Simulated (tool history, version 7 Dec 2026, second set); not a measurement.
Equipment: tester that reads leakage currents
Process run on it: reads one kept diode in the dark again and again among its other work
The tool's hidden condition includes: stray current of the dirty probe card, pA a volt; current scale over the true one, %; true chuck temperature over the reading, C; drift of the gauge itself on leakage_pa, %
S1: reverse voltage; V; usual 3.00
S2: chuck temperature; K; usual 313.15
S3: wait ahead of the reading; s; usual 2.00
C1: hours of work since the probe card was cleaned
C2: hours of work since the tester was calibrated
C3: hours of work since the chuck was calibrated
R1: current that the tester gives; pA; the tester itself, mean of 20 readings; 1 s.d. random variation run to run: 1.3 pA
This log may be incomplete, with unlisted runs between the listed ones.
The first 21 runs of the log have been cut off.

run,hour,S1,S2,S3,C1,C2,C3,R1
22,508.0,10.74,312.15,2.00,695,291,854,573.42
23,526.0,10.74,312.15,2.00,704,300,863,572.25
24,552.0,5.60,303.15,9.23,716,312,875,241.46
25,571.4,14.20,296.15,1.56,725,321,884,213.61
26,597.5,7.26,304.15,1.42,737,333,896,285.43
27,612.7,3.00,302.15,1.35,745,340,903,176.09
28,635.1,5.36,296.15,2.00,755,351,914,143.90
29,650.1,1.19,295.15,5.04,762,358,921,74.78
30,671.8,1.19,307.15,5.04,772,368,931,177.43
31,694.2,1.19,307.15,5.04,783,379,942,176.60
32,711.1,3.00,301.15,6.06,791,387,950,162.35
33,739.6,6.32,301.15,6.06,804,400,963,217.04
34,774.0,6.32,301.15,6.06,820,416,979,217.26
35,798.8,3.00,313.15,0.51,832,428,991,372.42
36,830.5,3.00,313.15,0.51,847,443,1006,372.21
37,858.5,3.20,294.15,0.51,860,456,1019,101.32
38,890.1,3.20,294.15,0.51,875,471,1034,101.20
39,914.4,1.96,313.15,3.20,886,482,1045,312.41
40,938.6,7.66,294.15,3.20,898,493,1056,141.00

4 options for the next run, each taken on its own from the tool as it stands now. Forecast them:
A,964.0,8.89,326.15,2.00,910,505,1068,?
B,964.0,2.86,294.15,2.00,910,505,1068,?
C,964.0,5.19,307.15,3.20,910,505,1068,?
D,964.0,15.18,297.15,2.00,910,505,1068,?

run,R1
A,1269.73
B,95.00
C,300.58
D,232.92
Without the tool's unlogged condition, the same runs would have read:
run,R1
A,1459.87
B,109.65
C,347.63
D,255.53
